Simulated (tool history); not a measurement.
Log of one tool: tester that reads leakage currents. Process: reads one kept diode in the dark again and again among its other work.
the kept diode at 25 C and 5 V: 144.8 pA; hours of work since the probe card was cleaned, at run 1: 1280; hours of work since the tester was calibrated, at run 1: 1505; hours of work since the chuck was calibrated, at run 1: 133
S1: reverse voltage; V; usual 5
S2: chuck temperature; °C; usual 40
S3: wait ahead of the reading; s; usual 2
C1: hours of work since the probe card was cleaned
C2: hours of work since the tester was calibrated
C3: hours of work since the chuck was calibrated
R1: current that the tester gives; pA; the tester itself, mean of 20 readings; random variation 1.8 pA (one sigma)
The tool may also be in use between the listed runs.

| run | hour | S1 | S2 | S3 | C1 | C2 | C3 | R1 |
|---|---|---|---|---|---|---|---|---|
| 1 | 0 | 5 | 40 | 2 | 1280 | 1505 | 133 | 570.45 |
| 2 | 42 | 5 | 40 | 2 | 1297 | 1521 | 149 | 569.66 |
| 3 | 98.3 | 5 | 40 | 2 | 1319 | 1544 | 172 | 566.63 |
| 4 | 152.6 | 5 | 40 | 2 | 1341 | 1566 | 194 | 565.69 |
| 5 | 187.1 | 5 | 40 | 1.13 | 1355 | 1580 | 208 | 565.76 |
| 6 | 270.6 | 5 | 40 | 1.13 | 1388 | 1613 | 241 | 563.16 |
| 7 | 319.8 | 5 | 40 | 2 | 1408 | 1633 | 261 | 564.68 |
| 8 | 358.9 | 5 | 40 | 2 | 1424 | 1649 | 277 | 563.27 |
| 9 | 394.9 | 5 | 40 | 2 | 1438 | 1663 | 291 | 563.97 |
| 10 | 451.5 | 5.62 | 40 | 2 | 1461 | 1686 | 314 | 587.55 |
| 11 | 525.9 | 5.62 | 40 | 2 | 1491 | 1716 | 344 | 583.15 |
| 12 | 597.3 | 5.62 | 40 | 2 | 1520 | 1744 | 372 | 580.21 |
| 13 | 666.6 | 8.39 | 40 | 2 | 1547 | 1772 | 400 | 678.13 |
| 14 | 713.1 | 8.39 | 40 | 2 | 1566 | 1791 | 419 | 673.51 |
| 15 | 768.1 | 8.39 | 40 | 2 | 1588 | 1813 | 441 | 672.35 |
| 16 | 834.5 | 8.39 | 40 | 0.45 | 1615 | 1840 | 468 | 680.12 |
| 17 | 868.6 | 8.39 | 40 | 0.45 | 1629 | 1853 | 481 | 675.53 |
| 18 | 944 | 8.39 | 40 | 0.45 | 1659 | 1884 | 512 | 677.09 |
|  | 965.9 | chuck's temperature calibrated |
| 19 | 1011.3 | 8.39 | 40 | 0.45 | 1685 | 1910 | 18 | 720.45 |
| 20 | 1054.9 | 8.39 | 40 | 0.45 | 1703 | 1927 | 36 | 714.3 |
| 21 | 1109.6 | 8.39 | 40 | 0.45 | 1724 | 1949 | 58 | 718.62 |
| 22 | 1161.2 | 16.39 | 28 | 0.3 | 1745 | 1970 | 78 | 336.07 |
| 23 | 1203.9 | 2.02 | 24 | 1.45 | 1762 | 1987 | 96 | 95.37 |
| 24 | 1249.6 | 8 | 56 | 0.69 | 1781 | 2006 | 114 | 2649.21 |
| 25 | 1290.9 | 1.47 | 22 | 0.45 | 1797 | 2022 | 131 | 69.95 |
| 26 | 1372 | 1.47 | 22 | 0.45 | 1830 | 2055 | 163 | 69.54 |
| 27 | 1440.1 | 1.47 | 22 | 0.45 | 1857 | 2082 | 190 | 69.37 |
| 28 | 1494.8 | 7.23 | 39 | 3.02 | 1879 | 2104 | 212 | 607.14 |
| 29 | 1570.9 | 7.23 | 39 | 3.02 | 1910 | 2135 | 243 | 603.51 |
| 30 | 1629.6 | 3.55 | 40 | 0.51 | 1933 | 2158 | 267 | 505.52 |
| 31 | 1708.2 | 2.44 | 37 | 5.57 | 1965 | 2190 | 298 | 332.53 |
| 32 | 1747.4 | 7.01 | 47 | 5.57 | 1981 | 2205 | 314 | 1180.81 |
| 33 | 1800.1 | 19.15 | 24 | 5.8 | 2002 | 2227 | 335 | 232.3 |
| 34 | 1838 | 19.15 | 24 | 5.8 | 2017 | 2242 | 350 | 229.61 |
| 35 | 1898.7 | 5 | 31 | 3.45 | 2041 | 2266 | 375 | 251.48 |
| 36 | 1937.2 | 11.07 | 40 | 2 | 2057 | 2282 | 390 | 762.27 |
| 37 | 1998.5 | 5.41 | 24 | 2.6 | 2081 | 2306 | 415 | 135.93 |
| 38 | 2055.4 | 2.68 | 24 | 2.6 | 2104 | 2329 | 438 | 102.64 |
| 39 | 2136.7 | 5 | 33 | 6.79 | 2137 | 2362 | 470 | 299.43 |
| 40 | 2179.6 | 9.58 | 33 | 1.09 | 2154 | 2379 | 487 | 387.99 |

Forecast each of these 3 alternatives for the next run:
| A | 2254.3 | 5 | 27 | 2 | 2184 | 2409 | 517 | ? |
| B | 2254.3 | 5 | 48 | 0.49 | 2184 | 2409 | 517 | ? |
| C | 2254.3 | 4.96 | 57 | 1.09 | 2184 | 2409 | 517 | ? |

| run | R1 |
|---|---|
| A | 172.17 |
| B | 1106.15 |
| C | 2304.5 |
Without the tool's hidden state the same runs would have given:
| run | R1 |
|---|---|
| A | 176.56 |
| B | 1161.64 |
| C | 2421.07 |
